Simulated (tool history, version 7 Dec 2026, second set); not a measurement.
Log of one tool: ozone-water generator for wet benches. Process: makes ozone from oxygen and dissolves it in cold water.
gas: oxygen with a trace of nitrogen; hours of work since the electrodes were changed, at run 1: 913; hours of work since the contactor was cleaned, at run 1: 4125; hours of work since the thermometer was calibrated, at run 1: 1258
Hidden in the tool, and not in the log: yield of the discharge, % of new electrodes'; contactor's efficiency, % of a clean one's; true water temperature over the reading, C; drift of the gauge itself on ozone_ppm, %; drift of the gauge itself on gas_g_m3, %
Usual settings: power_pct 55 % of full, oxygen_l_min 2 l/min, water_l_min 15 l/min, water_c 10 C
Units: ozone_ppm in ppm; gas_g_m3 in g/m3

run	hour	power_pct	oxygen_l_min	water_l_min	water_c	hours of work since the electrodes were changed	hours of work since the contactor was cleaned	hours of work since the thermometer was calibrated	ozone_ppm	gas_g_m3
1	0	55	2	15	10	913	4125	1258	9	135.6
2	157.6	55	2	15	18	1040	4252	1385	8.4	136
3	273.8	55	2	15	18	1134	4346	1479	8.3	135.9
4	403	55	2.45	15	10	1239	4450	1584	9.3	121.9
5	556.9	55	2.45	15	10	1363	4575	1708	9.4	119.8
6	690.3	55	2.45	15	10	1471	4683	1816	9.2	120.8
7	793.2	55	2.45	15	10	1554	4766	1899	9.1	120
8	881.3	55	2.45	15	10	1625	4837	1970	9.1	119.5
9	1013.9	55	2	15	9	1732	4944	2077	8.8	134.5
10	1088.6	55	2	15	9	1793	5005	2138	9	132.9
11	1188.2	55	2	15	9	1873	5085	2218	9	133.3
12	1308.8	55	2	15	9	1971	5182	2316	8.8	133.8
13	1407	55	2	15	9	2050	5262	2395	8.9	133.7
14	1498.9	55	2	15	10	2124	5336	2469	8.7	133.8
15	1591.5	55	2	15	10	2199	5411	2544	8.8	132.4
16	1717.2	52	2	11	11	2301	5513	2646	11.9	128.4
17	1844.9	55	3.39	15	8	2404	5616	2749	9.7	97.7
18	1941.1	55	3.28	15	9	2482	5693	2827	9.5	101.2
19	2031.1	55	2.47	15	9	2554	5766	2899	9.2	118.7
20	2133.9	55	2	22	6	2638	5849	2983	5.5	132.1
21	2299.1	78	2	15	10	2771	5983	3116	10.6	163.5
22	2416.4	55	2	15	9	2866	6078	3211	8.5	131.7
23	2550.2	55	2	15	9	2974	6186	3319	8.7	133.8
# hour 2574.3: contactor cleaned
24	2726.5	55	2.4	11	10	3113	123	3458	12.8	117.5
25	2895.2	98	2.02	16	10	3250	259	3595	12.2	187.4
26	2965.5	98	2.02	16	7	3306	316	3651	12.4	188.4
27	3077.7	98	2.02	16	7	3397	407	3742	12.4	187.5
28	3207.1	98	2.02	16	18	3502	511	3847	11.2	185.9
29	3333.6	73	3.02	10	9	3604	614	3949	17.2	123.7
30	3491.9	43	1.07	10	11	3732	742	4077	10.6	156.5

How the hidden state differs across the entries between the runs, from the last listed run before each to the first after it:
Between runs 23 and 24: contactor cleaned (hour 2574.3)
  yield of the discharge, % of new electrodes': 94.8 -> 94.5; contactor's efficiency, % of a clean one's: 90.7 -> 99.4; true water temperature over the reading, C: 0.01 -> 0.02
  measured less the result without the state, ozone_ppm: -0.9 -> -0.6 ppm; gas_g_m3: -6.1 -> -5.7 g/m3
